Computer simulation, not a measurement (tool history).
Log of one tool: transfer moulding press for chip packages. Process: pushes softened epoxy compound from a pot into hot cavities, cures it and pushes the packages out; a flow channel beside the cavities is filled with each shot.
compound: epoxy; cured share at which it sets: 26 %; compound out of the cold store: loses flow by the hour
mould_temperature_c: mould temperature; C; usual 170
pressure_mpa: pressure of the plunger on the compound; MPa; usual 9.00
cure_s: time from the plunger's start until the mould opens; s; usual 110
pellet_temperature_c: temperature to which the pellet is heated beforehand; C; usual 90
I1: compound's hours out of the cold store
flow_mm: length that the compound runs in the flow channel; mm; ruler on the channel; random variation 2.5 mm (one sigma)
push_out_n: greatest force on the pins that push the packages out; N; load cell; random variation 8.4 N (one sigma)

Run 1, hour 0.0: usual settings; I1 32.0. Result: flow_mm 931 mm, push_out_n 370 N.
Run 2, hour 85.6: usual settings; I1 45.6. Result: flow_mm 872 mm, push_out_n 379 N.
Run 3, hour 149.9: usual settings; I1 15.1. Result: flow_mm 1003 mm, push_out_n 392 N.
Run 4, hour 236.6: usual settings but pellet_temperature_c 89 C; I1 41.0. Result: flow_mm 891 mm, push_out_n 365 N.
Run 5, hour 315.5: usual settings but pellet_temperature_c 89 C; I1 29.2. Result: flow_mm 940 mm, push_out_n 373 N.
Run 6, hour 400.9: usual settings but pellet_temperature_c 89 C; I1 13.1. Result: flow_mm 1005 mm, push_out_n 399 N.
Run 7, hour 452.9: usual settings but pellet_temperature_c 89 C; I1 43.5. Result: flow_mm 879 mm, push_out_n 384 N.
Run 8, hour 496.6: usual settings but pellet_temperature_c 89 C; I1 22.5. Result: flow_mm 969 mm, push_out_n 378 N.
Run 9, hour 571.5: usual settings but pellet_temperature_c 89 C; I1 10.2. Result: flow_mm 1021 mm, push_out_n 403 N.
Run 10, hour 631.0: usual settings; I1 35.6. Result: flow_mm 908 mm, push_out_n 379 N.
Run 11, hour 709.2: usual settings; I1 8.9. Result: flow_mm 1024 mm, push_out_n 406 N.
Run 12, hour 776.6: usual settings; I1 44.5. Result: flow_mm 878 mm, push_out_n 359 N.
Run 13, hour 824.1: usual settings; I1 14.9. Result: flow_mm 1002 mm, push_out_n 395 N.
Run 14, hour 863.1: usual settings but pressure_mpa 7.83 MPa, cure_s 143 s; I1 38.7. Result: flow_mm 837 mm, push_out_n 289 N.
Run 15, hour 901.7: usual settings but pressure_mpa 8.27 MPa, cure_s 143 s, pellet_temperature_c 92 C; I1 28.6. Result: flow_mm 902 mm, push_out_n 302 N.
Run 16, hour 945.5: usual settings but cure_s 97 s, pellet_temperature_c 81 C; I1 47.0. Result: flow_mm 863 mm, push_out_n 459 N.
Run 17, hour 1030.3: usual settings but mould_temperature_c 178 C, cure_s 140 s, pellet_temperature_c 81 C; I1 14.0. Result: flow_mm 966 mm, push_out_n 282 N.
Run 18, hour 1080.8: usual settings but mould_temperature_c 178 C, cure_s 140 s, pellet_temperature_c 81 C; I1 42.4. Result: flow_mm 850 mm, push_out_n 299 N.
Run 19, hour 1126.7: usual settings but pressure_mpa 9.28 MPa, cure_s 137 s, pellet_temperature_c 81 C; I1 16.4. Result: flow_mm 1010 mm, push_out_n 307 N.
Run 20, hour 1190.6: usual settings but pressure_mpa 10.04 MPa, cure_s 144 s, pellet_temperature_c 85 C; I1 27.2. Result: flow_mm 998 mm, push_out_n 276 N.
Run 21, hour 1269.2: usual settings but mould_temperature_c 176 C, pressure_mpa 8.54 MPa, cure_s 144 s, pellet_temperature_c 85 C; I1 39.4. Result: flow_mm 848 mm, push_out_n 295 N.
Run 22, hour 1353.1: usual settings but mould_temperature_c 168 C, pressure_mpa 10.11 MPa, cure_s 122 s, pellet_temperature_c 85 C; I1 45.3. Result: flow_mm 934 mm, push_out_n 351 N.
Run 23, hour 1430.4: usual settings but mould_temperature_c 173 C, pressure_mpa 6.96 MPa, cure_s 148 s, pellet_temperature_c 91 C; I1 9.4. Result: flow_mm 887 mm, push_out_n 301 N.
Run 24, hour 1508.6: usual settings but mould_temperature_c 169 C, pressure_mpa 10.25 MPa, cure_s 149 s, pellet_temperature_c 83 C; I1 23.1. Result: flow_mm 1037 mm, push_out_n 307 N.
Run 25, hour 1558.8: usual settings but mould_temperature_c 169 C, pressure_mpa 10.25 MPa, cure_s 149 s, pellet_temperature_c 83 C; I1 35.1. Result: flow_mm 978 mm, push_out_n 294 N.
Run 26, hour 1613.5: usual settings but mould_temperature_c 164 C, pressure_mpa 8.07 MPa, pellet_temperature_c 100 C; I1 40.6. Result: flow_mm 870 mm, push_out_n 570 N.

Not shown: 16 entries that the log had between the listed runs. Between which runs, and how does the tool's hidden state differ before and after?
Between runs 1 and 2: cavities cleaned with cleaning compound and waxed (hour 74.7)
  pressure that reaches the compound, % of what is set: 99.89 -> 99.88; grip of the stained cavities, % over clean ones': 1.3 -> 0.4
  measured less the result without the state, push_out_n: +4 -> +2 N
Between runs 2 and 3: plunger's sealing rings changed (hour 102.8)
  pressure that reaches the compound, % of what is set: 99.88 -> 99.99; grip of the stained cavities, % over clean ones': 0.4 -> 1.4
  measured less the result without the state, push_out_n: +2 -> +5 N
Between runs 3 and 4: cavities cleaned with cleaning compound and waxed (hour 203.9)
  pressure that reaches the compound, % of what is set: 99.99 -> 99.97; grip of the stained cavities, % over clean ones': 1.4 -> 0.9
  measured less the result without the state, push_out_n: +5 -> +3 N
Between runs 5 and 6: cavities cleaned with cleaning compound and waxed (hour 331.7)
  pressure that reaches the compound, % of what is set: 99.96 -> 99.94; grip of the stained cavities, % over clean ones': 1.7 -> 1.5
  measured less the result without the state, push_out_n: +6 -> +6 N
Between runs 7 and 8: cavities cleaned with cleaning compound and waxed (hour 462.5)
  grip of the stained cavities, % over clean ones': 1.7 -> 1
  measured less the result without the state, push_out_n: +6 -> +3 N
Between runs 9 and 10: cavities cleaned with cleaning compound and waxed (hour 590.4)
  pressure that reaches the compound, % of what is set: 99.91 -> 99.9; grip of the stained cavities, % over clean ones': 1.7 -> 1.1
  measured less the result without the state, push_out_n: +7 -> +4 N
Between runs 11 and 12: cavities cleaned with cleaning compound and waxed (hour 717.1)
  pressure that reaches the compound, % of what is set: 99.89 -> 99.87; grip of the stained cavities, % over clean ones': 1.7 -> 1.4
  measured less the result without the state, push_out_n: +6 -> +5 N
Between runs 12 and 13: plunger's sealing rings changed (hour 800.5)
  pressure that reaches the compound, % of what is set: 99.87 -> 99.99; grip of the stained cavities, % over clean ones': 1.4 -> 1.7
  measured less the result without the state, push_out_n: +5 -> +6 N
Between runs 13 and 14: cavities cleaned with cleaning compound and waxed (hour 845.9)
  pressure that reaches the compound, % of what is set: 99.99 -> 99.98; grip of the stained cavities, % over clean ones': 1.7 -> 0.6
  measured less the result without the state, push_out_n: +6 -> +1 N
Between runs 14 and 15: mould's thermocouples calibrated (hour 877.4)
  true mould temperature over the reading, C: 0.01 -> -0.01; pressure that reaches the compound, % of what is set: 99.98 -> 99.97; grip of the stained cavities, % over clean ones': 0.6 -> 1.3
  measured less the result without the state, push_out_n: +1 -> +4 N
Between runs 16 and 17: cavities cleaned with cleaning compound and waxed (hour 974.5)
  pressure that reaches the compound, % of what is set: 99.97 -> 99.95; grip of the stained cavities, % over clean ones': 1.6 -> 1.3
  measured less the result without the state, push_out_n: +7 -> +3 N
Between runs 18 and 19: cavities cleaned with cleaning compound and waxed (hour 1103.3)
  pressure that reaches the compound, % of what is set: 99.94 -> 99.93; grip of the stained cavities, % over clean ones': 1.7 -> 0.8
  measured less the result without the state, push_out_n: +5 -> +2 N
Between runs 20 and 21: cavities cleaned with cleaning compound and waxed (hour 1231.8)
  pressure that reaches the compound, % of what is set: 99.92 -> 99.91; grip of the stained cavities, % over clean ones': 1.6 -> 1
  measured less the result without the state, push_out_n: +5 -> +3 N
Between runs 22 and 23: cavities cleaned with cleaning compound and waxed (hour 1359.2)
  pressure that reaches the compound, % of what is set: 99.89 -> 99.88; grip of the stained cavities, % over clean ones': 1.7 -> 1.5
  measured less the result without the state, push_out_n: +6 -> +4 N
Between runs 23 and 24: cavities cleaned with cleaning compound and waxed (hour 1488.4); plunger's sealing rings changed (hour 1498.5)
  pressure that reaches the compound, % of what is set: 99.88 -> 99.99; grip of the stained cavities, % over clean ones': 1.5 -> 0.6
  measured less the result without the state, push_out_n: +4 -> +2 N
